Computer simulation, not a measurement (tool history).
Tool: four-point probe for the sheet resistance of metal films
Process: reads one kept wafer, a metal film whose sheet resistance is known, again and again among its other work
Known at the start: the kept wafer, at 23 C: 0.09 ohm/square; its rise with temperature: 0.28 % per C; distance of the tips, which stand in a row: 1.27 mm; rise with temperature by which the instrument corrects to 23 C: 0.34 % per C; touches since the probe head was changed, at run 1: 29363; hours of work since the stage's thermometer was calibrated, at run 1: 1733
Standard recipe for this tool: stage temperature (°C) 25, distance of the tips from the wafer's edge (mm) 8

| run | hour | stage temperature (°C) | distance of the tips from the wafer's edge (mm) | touches since the probe head was changed | hours of work since the stage's thermometer was calibrated | sheet resistance as the instrument gives it (ohm/square) |
|---|---|---|---|---|---|---|
| 1 | 0 | 25 | 8 | 29363 | 1733 | 0.091092 |
| 2 | 53.5 | 25 | 6 | 30899 | 1769 | 0.092015 |
| 3 | 103.5 | 25 | 6 | 32334 | 1804 | 0.092026 |
| 4 | 137.5 | 25 | 6 | 33310 | 1827 | 0.092004 |
| 5 | 178.1 | 25 | 5 | 34476 | 1855 | 0.092922 |
| 6 | 207.2 | 25 | 24 | 35310 | 1875 | 0.09005 |
| 7 | 248.6 | 25 | 24 | 36498 | 1904 | 0.090044 |
| 8 | 302.3 | 25 | 24 | 38039 | 1940 | 0.09002 |
| 9 | 327.6 | 25 | 24 | 38766 | 1958 | 0.090001 |
| 10 | 370.3 | 25 | 7 | 39990 | 1987 | 0.091457 |
| 11 | 415.5 | 25 | 8 | 41289 | 2018 | 0.0911 |
| 12 | 450.8 | 25 | 8 | 42302 | 2042 | 0.0911 |
| 13 | 501.4 | 23 | 25 | 43753 | 2077 | 0.090159 |
| 14 | 554.7 | 32 | 26 | 45284 | 2114 | 0.089594 |
| 15 | 603.1 | 31 | 3 | 46673 | 2147 | 0.097397 |
| 16 | 653.5 | 31 | 3 | 48120 | 2182 | 0.097398 |
| 17 | 684.5 | 31 | 8 | 49007 | 2203 | 0.090777 |
| 18 | 708.8 | 22 | 61 | 49707 | 2220 | 0.090067 |
| 19 | 739.1 | 22 | 61 | 50575 | 2241 | 0.090075 |
| 20 | 768.9 | 29 | 15 | 51431 | 2261 | 0.090046 |
| 21 | 802.8 | 24 | 8 | 52404 | 2284 | 0.091142 |
| 22 | 856.8 | 21 | 25 | 53955 | 2321 | 0.090206 |
| 23 | 884.1 | 24 | 15 | 54738 | 2340 | 0.090322 |

Below are 3 alternative next runs, each starting from the tool's condition after run 23. Predict each:
| A | 937.4 | 27 | 41 | 56267 | 2377 | ? |
| B | 937.4 | 27 | 8 | 56267 | 2377 | ? |
| C | 937.4 | 29 | 53 | 56267 | 2377 | ? |

| run | sheet resistance as the instrument gives it (ohm/square) |
|---|---|
| A | 0.089837 |
| B | 0.09097 |
| C | 0.089727 |
Take away the tool's hidden state, keep each run's random variation, and the runs would have read:
| run | sheet resistance as the instrument gives it (ohm/square) |
|---|---|
| A | 0.089839 |
| B | 0.090972 |
| C | 0.089729 |
